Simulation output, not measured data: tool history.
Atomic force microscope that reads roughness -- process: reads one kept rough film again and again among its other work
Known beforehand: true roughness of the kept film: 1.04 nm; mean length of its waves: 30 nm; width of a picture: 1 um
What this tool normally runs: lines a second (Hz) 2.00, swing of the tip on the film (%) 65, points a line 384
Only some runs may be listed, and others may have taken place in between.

run,hour,lines a second (Hz),swing of the tip on the film (%),points a line,roughness of the kept film (nm (root mean square))
1,0.0,2.00,65,384,0.923
2,42.7,2.00,65,384,0.881
3,86.7,2.00,65,384,0.923
4,131.3,2.00,65,384,0.895
5,161.8,2.00,65,384,0.880
6,191.7,3.84,65,384,0.892
7,213.4,3.84,65,384,0.884
8,259.5,3.84,65,384,0.852
9,292.3,3.84,65,384,0.851
10,313.7,3.84,65,384,0.891
11,354.8,3.84,65,862,0.862
12,399.7,3.84,65,862,0.834
13,446.6,2.00,72,384,0.882
14,468.5,2.00,65,335,0.880
15,497.9,2.00,65,335,0.870
16,542.1,2.00,65,384,0.924
17,565.0,2.00,65,384,0.893
18,602.7,2.00,65,580,0.876
19,630.7,1.94,86,263,0.830
20,663.4,0.55,70,259,0.917
21,705.9,0.73,63,284,0.909
22,748.1,3.48,86,402,0.761
23,789.2,3.48,86,402,0.736
24,829.5,3.48,86,402,0.716
25,870.1,3.48,86,402,0.746
26,906.2,0.98,67,458,0.915
27,926.0,0.59,64,458,0.906
28,966.2,2.00,73,495,0.891
29,1012.2,2.00,79,495,0.849
30,1051.4,2.00,79,495,0.823
31,1089.8,2.00,84,296,0.825
32,1112.1,3.17,67,941,0.873
33,1156.7,1.59,65,306,0.878
34,1176.2,3.75,65,384,0.876
35,1213.0,2.72,65,543,0.886
36,1235.3,0.53,65,257,0.913

The log once held 11 entries between its listed runs, left out of this copy. Where does each go, and what is different about the tool's unlogged condition between the listed run before it and the listed run after it?
After run 2, before run 3: new tip fitted (hour 75.9)
  radius of the tip, nm: 21.7 -> 12.5; height scale over the true one, %: -0.64 -> -0.68
  difference, measured minus the result without the unlogged condition, roughness of the kept film (nm (root mean square)): -0.051 -> -0.016
After run 5, before run 6: new tip fitted (hour 186.5)
  radius of the tip, nm: 23.8 -> 10.8; height scale over the true one, %: -0.74 -> -0.76
  difference, measured minus the result without the unlogged condition, roughness of the kept film (nm (root mean square)): -0.060 -> -0.010
After run 9, before run 10: new tip fitted (hour 295.9)
  radius of the tip, nm: 25.9 -> 12.7; height scale over the true one, %: -0.85 -> -0.86
  difference, measured minus the result without the unlogged condition, roughness of the kept film (nm (root mean square)): -0.066 -> -0.018
After run 12, before run 13: new tip fitted (hour 404.7)
  radius of the tip, nm: 25.5 -> 16.9; height scale over the true one, %: -0.94 -> -0.97
  difference, measured minus the result without the unlogged condition, roughness of the kept film (nm (root mean square)): -0.065 -> -0.035
After run 15, before run 16: new tip fitted (hour 512.5)
  radius of the tip, nm: 24.3 -> 15.1; height scale over the true one, %: -1.02 -> -1.05
  difference, measured minus the result without the unlogged condition, roughness of the kept film (nm (root mean square)): -0.064 -> -0.030
After run 18, before run 19: new tip fitted (hour 622.0)
  radius of the tip, nm: 24 -> 11.5; height scale over the true one, %: -1.11 -> -1.13
  difference, measured minus the result without the unlogged condition, roughness of the kept film (nm (root mean square)): -0.064 -> -0.014
After run 21, before run 22: new tip fitted (hour 729.9)
  radius of the tip, nm: 22.4 -> 13.2; height scale over the true one, %: -1.19 -> -1.22
  difference, measured minus the result without the unlogged condition, roughness of the kept film (nm (root mean square)): -0.061 -> -0.020
After run 24, before run 25: new tip fitted (hour 838.1)
  radius of the tip, nm: 24.5 -> 14.6; height scale over the true one, %: -1.28 -> -1.32
  difference, measured minus the result without the unlogged condition, roughness of the kept film (nm (root mean square)): -0.056 -> -0.025
After run 27, before run 28: new tip fitted (hour 947.6)
  radius of the tip, nm: 22.7 -> 13; height scale over the true one, %: -1.36 -> -1.39
  difference, measured minus the result without the unlogged condition, roughness of the kept film (nm (root mean square)): -0.064 -> -0.024
After run 30, before run 31: new tip fitted (hour 1056.2)
  radius of the tip, nm: 25.3 -> 15; height scale over the true one, %: -1.46 -> -1.49
  difference, measured minus the result without the unlogged condition, roughness of the kept film (nm (root mean square)): -0.069 -> -0.030
After run 33, before run 34: new tip fitted (hour 1165.3)
  radius of the tip, nm: 24.7 -> 12.2; height scale over the true one, %: -1.55 -> -1.57
  difference, measured minus the result without the unlogged condition, roughness of the kept film (nm (root mean square)): -0.071 -> -0.022
